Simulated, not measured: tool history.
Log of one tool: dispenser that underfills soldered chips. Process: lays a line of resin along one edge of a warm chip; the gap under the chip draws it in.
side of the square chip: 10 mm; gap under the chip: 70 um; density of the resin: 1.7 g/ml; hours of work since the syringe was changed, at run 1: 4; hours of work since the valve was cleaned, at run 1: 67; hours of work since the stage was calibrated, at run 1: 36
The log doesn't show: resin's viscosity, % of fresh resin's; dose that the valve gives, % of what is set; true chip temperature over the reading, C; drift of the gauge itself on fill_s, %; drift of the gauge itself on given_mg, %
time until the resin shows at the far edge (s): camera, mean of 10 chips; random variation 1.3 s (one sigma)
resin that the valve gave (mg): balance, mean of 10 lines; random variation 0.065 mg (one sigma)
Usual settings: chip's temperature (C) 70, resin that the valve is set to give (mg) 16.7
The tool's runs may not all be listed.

run	hour	chip's temperature (C)	resin that the valve is set to give (mg)	hours of work since the syringe was changed	hours of work since the valve was cleaned	hours of work since the stage was calibrated	time until the resin shows at the far edge (s)	resin that the valve gave (mg)
1	0	70	16.7	4	67	36	186.2	15.72
# hour 6.4: new syringe of resin
2	8.4	70	18.2	2	73	43	145.4	17.07
3	14.6	70	16.7	7	78	48	229.1	15.52
# hour 18.6: new syringe of resin
4	21.5	70	19.7	2	83	53	150.4	18.29
5	29.9	70	19.7	9	90	60	268.5	18.11
# hour 30.9: new syringe of resin
6	36.2	79	16.7	4	95	64	121	15.32
# hour 42.7: dispensing valve cleaned and set on the balance
# hour 43.9: new syringe of resin
7	47.1	79	16.7	3	3	72	101.6	16.68
8	54.4	67	16.7	8	9	78	300.3	16.64
# hour 56: new syringe of resin
9	59.7	70	16.7	3	13	82	167.9	16.45
# hour 68.2: new syringe of resin
10	68.2	70	16.7	0	20	88	125.4	16.5
11	78.2	61	16.7	8	27	96	398.5	16.26
# hour 80.5: new syringe of resin
12	88.7	61	16.7	7	36	104	353.1	16.19
# hour 92.4: new syringe of resin
13	95.6	70	16.7	3	41	110	161.3	15.95
14	102.4	70	20.1	8	46	115	255.4	19.36
# hour 104.7: new syringe of resin
15	112.9	70	20.1	6	54	123	218.9	19.24
# hour 116.7: new syringe of resin
16	121.2	71	16.7	4	61	129	173	15.79
17	128.3	71	16.7	9	66	135	284.1	15.71
# hour 129.2: new syringe of resin
18	135.1	70	18.9	5	72	140	195.4	17.6
19	139.8	67	16.4	8	75	144	318.2	15.33
# hour 141.5: new syringe of resin
20	146	73	14.5	4	80	149	165.2	13.51
# hour 154.1: new syringe of resin
21	154.6	60	14.5	0	87	155	251.6	13.51
22	159.5	66	15.2	4	91	159	245.7	13.92
# hour 166.6: new syringe of resin
23	168	76	14.8	1	97	166	115.6	13.48
# hour 171.2: dispensing valve cleaned and set on the balance
24	175.2	76	14.8	6	3	171	168.2	14.77
# hour 180.3: new syringe of resin
25	183.5	76	14.8	3	10	177	125.6	14.57
26	188.5	76	14.8	7	14	181	179.7	14.74
# hour 192.6: new syringe of resin
27	197.5	76	14.8	4	20	188	141.2	14.59
# hour 204.9: new syringe of resin
28	205.6	76	14.8	1	27	194	107.8	14.55
29	210.8	76	14.8	5	31	198	153.6	14.4
# hour 217.1: new syringe of resin
30	217.3	76	14.8	0	36	203	104.5	14.35
31	222.5	76	14.8	4	40	207	151.8	14.32
# hour 229.3: new syringe of resin
32	232.8	58	15.9	3	48	215	334	15.16
# hour 241.9: new syringe of resin
33	242.6	66	14.6	1	55	223	186.1	13.97
34	250.9	80	18.7	7	62	229	144.2	17.74
# hour 254.6: new syringe of resin
35	258	80	18.7	3	67	235	104.5	17.55

The same runs without the tool's hidden state, with the same run-to-run variation:
run	time until the resin shows at the far edge (s)	resin that the valve gave (mg)
1	126.6	16.71
2	123.5	18.27
3	126.6	16.7
4	123.2	19.76
5	123.7	19.69
6	80.2	16.72
7	80	16.74
8	143.8	16.78
9	126.5	16.64
10	123.1	16.79
11	197.8	16.68
12	199.1	16.73
13	122.2	16.56
14	122.7	20.19
15	122.3	20.23
16	120.1	16.7
17	120.9	16.71
18	125.3	18.81
19	147.4	16.45
20	112.1	14.55
21	223.5	14.65
22	157.2	15.16
23	96.8	14.78
24	95.9	14.8
25	95.4	14.67
26	96.9	14.9
27	96.2	14.85
28	95.2	14.89
29	95.6	14.8
30	95.7	14.83
31	97	14.85
32	240.8	15.84
33	161.3	14.7
34	72.6	18.8
35	76.7	18.7

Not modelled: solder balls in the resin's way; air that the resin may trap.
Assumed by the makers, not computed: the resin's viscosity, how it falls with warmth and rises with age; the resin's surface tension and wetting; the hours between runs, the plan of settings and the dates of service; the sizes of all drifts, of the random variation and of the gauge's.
